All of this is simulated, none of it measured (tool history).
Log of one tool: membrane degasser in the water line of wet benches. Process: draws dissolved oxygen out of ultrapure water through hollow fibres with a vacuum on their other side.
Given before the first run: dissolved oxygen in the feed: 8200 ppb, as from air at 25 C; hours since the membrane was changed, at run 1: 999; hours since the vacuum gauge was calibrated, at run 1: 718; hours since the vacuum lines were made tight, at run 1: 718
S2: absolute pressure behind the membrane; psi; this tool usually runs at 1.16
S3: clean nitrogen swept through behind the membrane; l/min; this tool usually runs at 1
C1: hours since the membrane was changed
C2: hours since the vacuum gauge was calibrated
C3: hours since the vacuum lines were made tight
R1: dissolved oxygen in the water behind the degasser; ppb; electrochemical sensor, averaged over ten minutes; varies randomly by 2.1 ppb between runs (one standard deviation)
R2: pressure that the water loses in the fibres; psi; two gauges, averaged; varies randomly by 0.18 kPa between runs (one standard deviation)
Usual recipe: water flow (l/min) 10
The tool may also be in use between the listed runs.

Run 1, hour 0: usual settings; C1 999; C2 718; C3 718. Result: R1 215.8 ppb, R2 4.84 psi.
Run 2, hour 114.4: usual settings but S2 1.754 psi; C1 1114; C2 832; C3 832. Result: R1 301.6 ppb, R2 4.773 psi.
Run 3, hour 209.3: usual settings but S2 1.754 psi, S3 0.96 l/min; C1 1209; C2 927; C3 927. Result: R1 311.1 ppb, R2 4.809 psi.
Run 4, hour 303.7: usual settings; C1 1303; C2 1021; C3 1021. Result: R1 210.2 ppb, R2 4.802 psi.
Run 5, hour 431.2: usual settings; C1 1431; C2 1149; C3 1149. Result: R1 213.1 ppb, R2 4.775 psi.
Run 6, hour 550.2: usual settings; C1 1550; C2 1268; C3 1268. Result: R1 211.8 ppb, R2 4.808 psi.
Run 7, hour 706.9: usual settings; C1 1706; C2 1425; C3 1425. Result: R1 211.7 ppb, R2 4.837 psi.
Run 8, hour 796.6: usual settings; C1 1796; C2 1514; C3 1514. Result: R1 211.7 ppb, R2 4.785 psi.
At hour 805: vacuum gauge calibrated.
Run 9, hour 949: usual settings; C1 1948; C2 144; C3 1666. Result: R1 212.6 ppb, R2 4.786 psi.
Run 10, hour 1040.7: usual settings; C1 2040; C2 236; C3 1758. Result: R1 212.6 ppb, R2 4.823 psi.
Run 11, hour 1189.7: usual settings but water flow (l/min) 9; C1 2189; C2 385; C3 1907. Result: R1 184.1 ppb, R2 4.321 psi.
Run 12, hour 1329.1: usual settings but water flow (l/min) 6, S2 1.197 psi; C1 2328; C2 524; C3 2046. Result: R1 103.9 ppb, R2 2.869 psi.
Run 13, hour 1482.5: usual settings but water flow (l/min) 8, S2 1.796 psi, S3 2.92 l/min; C1 2481; C2 677; C3 2200. Result: R1 122.4 ppb, R2 3.838 psi.
Run 14, hour 1593.8: usual settings but water flow (l/min) 8, S2 1.796 psi, S3 2.92 l/min; C1 2593; C2 789; C3 2311. Result: R1 124.5 ppb, R2 3.838 psi.
At hour 1650.5: vacuum gauge calibrated, once more.
Run 15, hour 1736.8: usual settings but water flow (l/min) 11, S2 1.981 psi; C1 2735; C2 86; C3 2453. Result: R1 385 ppb, R2 5.292 psi.
Run 16, hour 1820.1: usual settings but water flow (l/min) 7, S2 0.766 psi, S3 2.88 l/min; C1 2819; C2 170; C3 2537. Result: R1 55.4 ppb, R2 3.345 psi.
Run 17, hour 1945.9: usual settings but water flow (l/min) 7, S2 2.525 psi, S3 0.51 l/min; C1 2944; C2 295; C3 2663. Result: R1 473.1 ppb, R2 3.374 psi.
Run 18, hour 2036.9: usual settings but water flow (l/min) 8, S2 1.69 psi, S3 0.41 l/min; C1 3035; C2 386; C3 2754. Result: R1 410.8 ppb, R2 3.874 psi.
Run 19, hour 2203.6: usual settings but water flow (l/min) 8, S2 1.69 psi, S3 0.41 l/min; C1 3202; C2 553; C3 2920. Result: R1 415.6 ppb, R2 3.839 psi.
Run 20, hour 2299.5: usual settings but S2 1.024 psi, S3 0.41 l/min; C1 3298; C2 649; C3 3016. Result: R1 303.5 ppb, R2 4.812 psi.
Run 21, hour 2429.9: usual settings but S2 1.024 psi, S3 0.41 l/min; C1 3428; C2 779; C3 3147. Result: R1 299.1 ppb, R2 4.804 psi.
Run 22, hour 2563.7: usual settings but water flow (l/min) 6, S2 1.266 psi, S3 0.71 l/min; C1 3562; C2 913; C3 3280. Result: R1 140.2 ppb, R2 2.886 psi.

Entry by entry between the runs, the difference in hidden state between the last listed run before and the first listed run after:
In the gap between runs 8 and 9: vacuum gauge calibrated (hour 805)
  true pressure behind the membrane over the reading, kPa: 0.08 -> 0.14; air that leaks in behind the membrane, l/min: 0.0026 -> 0.0027
  the result without the hidden state subtracted from the measured one, R1: +4.1 -> +5.6 ppb; R2: +0.023 -> +0.025 psi
In the gap between runs 14 and 15: vacuum gauge calibrated, once more (hour 1650.5)
  true pressure behind the membrane over the reading, kPa: 0.16 -> -0.01; air that leaks in behind the membrane, l/min: 0.0032 -> 0.0033
  the result without the hidden state subtracted from the measured one, R1: +3.4 -> +4.3 ppb; R2: +0.028 -> +0.041 psi

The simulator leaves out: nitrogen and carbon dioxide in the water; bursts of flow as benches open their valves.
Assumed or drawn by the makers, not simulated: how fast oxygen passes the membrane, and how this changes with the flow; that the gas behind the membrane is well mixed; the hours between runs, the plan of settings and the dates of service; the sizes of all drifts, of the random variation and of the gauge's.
